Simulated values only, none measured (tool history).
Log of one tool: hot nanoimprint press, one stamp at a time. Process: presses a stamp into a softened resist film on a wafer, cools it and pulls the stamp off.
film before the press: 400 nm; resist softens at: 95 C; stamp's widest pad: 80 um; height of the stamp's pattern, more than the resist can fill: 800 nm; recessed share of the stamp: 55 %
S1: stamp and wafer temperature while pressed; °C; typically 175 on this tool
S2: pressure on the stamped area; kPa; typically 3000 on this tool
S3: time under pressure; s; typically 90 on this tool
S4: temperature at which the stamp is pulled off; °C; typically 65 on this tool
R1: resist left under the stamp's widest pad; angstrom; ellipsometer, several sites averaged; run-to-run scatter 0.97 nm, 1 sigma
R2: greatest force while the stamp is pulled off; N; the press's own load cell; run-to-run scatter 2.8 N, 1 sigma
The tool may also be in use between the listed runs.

| run | hour | S1 | S2 | S3 | S4 | R1 | R2 |
|---|---|---|---|---|---|---|---|
| 1 | 0 | 175 | 3000 | 90 | 65 | 2223 | 128 |
| 2 | 31.4 | 175 | 3000 | 90 | 65 | 2206 | 133 |
| 3 | 67.9 | 178 | 3000 | 90 | 65 | 2067 | 134 |
|  | 94.5 | plate thermocouple calibrated |
| 4 | 94.9 | 178 | 3000 | 90 | 65 | 2065 | 133 |
| 5 | 116.8 | 175 | 3000 | 90 | 65 | 2202 | 131 |
| 6 | 141.3 | 175 | 3000 | 47 | 65 | 2677 | 130 |
|  | 150.7 | stamp cleaned and given a new release coat |
| 7 | 174.5 | 175 | 3000 | 90 | 65 | 2186 | 133 |
| 8 | 215.2 | 175 | 3000 | 90 | 65 | 2225 | 135 |
| 9 | 250.2 | 175 | 3000 | 90 | 65 | 2212 | 134 |
| 10 | 293.3 | 175 | 3180 | 90 | 65 | 2155 | 131 |
|  | 304 | stamp cleaned and given a new release coat |
| 11 | 333.1 | 175 | 3180 | 90 | 65 | 2135 | 130 |
| 12 | 355.7 | 175 | 3000 | 90 | 68 | 2204 | 129 |
| 13 | 382.1 | 175 | 3000 | 90 | 68 | 2218 | 122 |
| 14 | 403.5 | 184 | 3000 | 90 | 65 | 1795 | 132 |
|  | 457.4 | press's hydraulic seals changed and the load cell set to zero |
| 15 | 457.4 | 175 | 3000 | 90 | 65 | 2201 | 131 |
|  | 466.5 | stamp cleaned and given a new release coat |
| 16 | 493.6 | 166 | 3000 | 73 | 61 | 2842 | 142 |
| 17 | 525 | 166 | 3000 | 73 | 61 | 2841 | 138 |
| 18 | 548.4 | 166 | 3000 | 73 | 61 | 2860 | 142 |
| 19 | 579.1 | 182 | 2010 | 90 | 67 | 2279 | 128 |
| 20 | 600.3 | 182 | 2740 | 90 | 62 | 1966 | 140 |
|  | 621.2 | stamp cleaned and given a new release coat |
| 21 | 654.6 | 164 | 3000 | 51 | 65 | 3164 | 131 |
| 22 | 695.1 | 164 | 3000 | 51 | 65 | 3154 | 130 |
|  | 701.2 | plate thermocouple calibrated |
| 23 | 741.1 | 164 | 3000 | 51 | 65 | 3168 | 131 |
|  | 777.1 | stamp cleaned and given a new release coat |
| 24 | 793.7 | 164 | 2870 | 51 | 65 | 3216 | 130 |
| 25 | 844.3 | 164 | 2870 | 51 | 65 | 3184 | 132 |

What does the tool deliver on the next run?
| 26 | 886.9 | 175 | 3240 | 111 | 52 | ? | ? |

{"run 26": {"R1": 1996, "R2": 160}}
The same run, on a tool lacking any hidden state, would have yielded R1 1995 angstrom, R2 159 N.
